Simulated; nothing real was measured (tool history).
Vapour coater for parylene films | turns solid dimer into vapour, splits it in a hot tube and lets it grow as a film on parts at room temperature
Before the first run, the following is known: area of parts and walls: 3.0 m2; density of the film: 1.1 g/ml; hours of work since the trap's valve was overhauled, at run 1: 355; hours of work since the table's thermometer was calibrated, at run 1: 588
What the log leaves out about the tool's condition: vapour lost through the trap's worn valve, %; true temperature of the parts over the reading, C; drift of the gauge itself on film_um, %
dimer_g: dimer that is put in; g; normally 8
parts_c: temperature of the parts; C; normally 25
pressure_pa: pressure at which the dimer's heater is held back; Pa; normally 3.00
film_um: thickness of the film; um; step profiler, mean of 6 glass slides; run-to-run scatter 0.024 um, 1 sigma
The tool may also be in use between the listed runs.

run	day	dimer_g	parts_c	pressure_pa	hours of work since the trap's valve was overhauled	hours of work since the table's thermometer was calibrated	film_um
1	0.000	8	25	3.00	355	588	1.55
2	1.133	8	25	11.74	376	609	1.28
3	2.933	8	25	2.52	409	643	1.54
4	3.988	8	33	3.00	429	662	1.14
# day 4.508: trap's valve overhauled
5	5.571	8	33	3.00	20	688	1.01
6	7.208	8	33	3.00	50	718	1.03
# day 9.058: trap's valve overhauled, once more
7	9.538	8	33	3.00	9	758	1.26
8	10.571	8	33	3.00	28	777	1.28
9	12.196	4	21	2.11	58	807	1.05
10	13.833	5	21	10.34	88	837	1.04
11	14.721	6	21	4.66	104	854	1.39
12	16.292	10	25	3.70	133	883	2.01
13	18.138	10	25	3.70	167	917	2.02
14	19.921	10	25	3.70	200	950	1.96
15	21.217	10	30	3.70	224	973	1.60

3 ways to go on from here, each from the tool as it stands after run 15. What would each give?
A	22.462	10	30	3.96	247	996	?
B	22.462	7	37	5.19	247	996	?
C	22.462	3	25	2.97	247	996	?

run	film_um
A	1.57
B	0.82
C	0.59
Had the tool no hidden state, the same runs would have come out as:
run	film_um
A	1.69
B	0.88
C	0.64

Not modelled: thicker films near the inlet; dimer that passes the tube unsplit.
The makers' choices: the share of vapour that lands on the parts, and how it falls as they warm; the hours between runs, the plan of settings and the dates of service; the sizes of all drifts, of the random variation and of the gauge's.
